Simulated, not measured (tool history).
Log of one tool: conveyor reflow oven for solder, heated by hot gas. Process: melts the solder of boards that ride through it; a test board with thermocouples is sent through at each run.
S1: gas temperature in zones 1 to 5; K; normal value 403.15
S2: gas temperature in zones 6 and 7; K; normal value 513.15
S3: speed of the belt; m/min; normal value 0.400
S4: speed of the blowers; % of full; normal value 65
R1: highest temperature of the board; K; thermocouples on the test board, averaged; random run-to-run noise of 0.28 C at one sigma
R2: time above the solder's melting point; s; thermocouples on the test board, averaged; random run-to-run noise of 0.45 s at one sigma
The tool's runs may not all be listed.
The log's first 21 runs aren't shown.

run   hour      S1      S2     S3  S4      R1    R2
 22  414.4  410.15  513.15  0.403  90  502.55  76.1
 23  435.4  403.15  513.15  0.323  58  502.05  92.3
 24  460.7  403.15  513.15  0.400  53  493.35  67.2
 25  475.7  403.15  513.15  0.400  53  493.75  67.3
 26  496.4  403.15  511.15  0.400  64  494.45  68.4
     502.8  -- belt drive overhauled, speed set with a stopwatch
 27  520.4  403.15  513.15  0.413  56  493.15  64.9
 28  532.8  390.15  507.15  0.399  67  490.15  60.6
 29  551.3  390.15  507.15  0.399  67  489.75  60.8
 30  568.3  403.15  513.15  0.393  89  501.95  75.7

Below are 3 alternative next runs, each starting from the tool's condition after run 30. Predict each:
  A  590.7  403.15  527.15  0.400  60   ?   ?
  B  590.7  398.15  513.15  0.400  65   ?   ?
  C  590.7  403.15  513.15  0.400  65   ?   ?

run      R1    R2
  A  507.85  77.5
  B  496.45  67.6
  C  496.65  69.4
Had the tool no hidden state, the same runs would have come out as:
run      R1    R2
  A  507.95  77.6
  B  496.55  67.7
  C  496.75  69.5
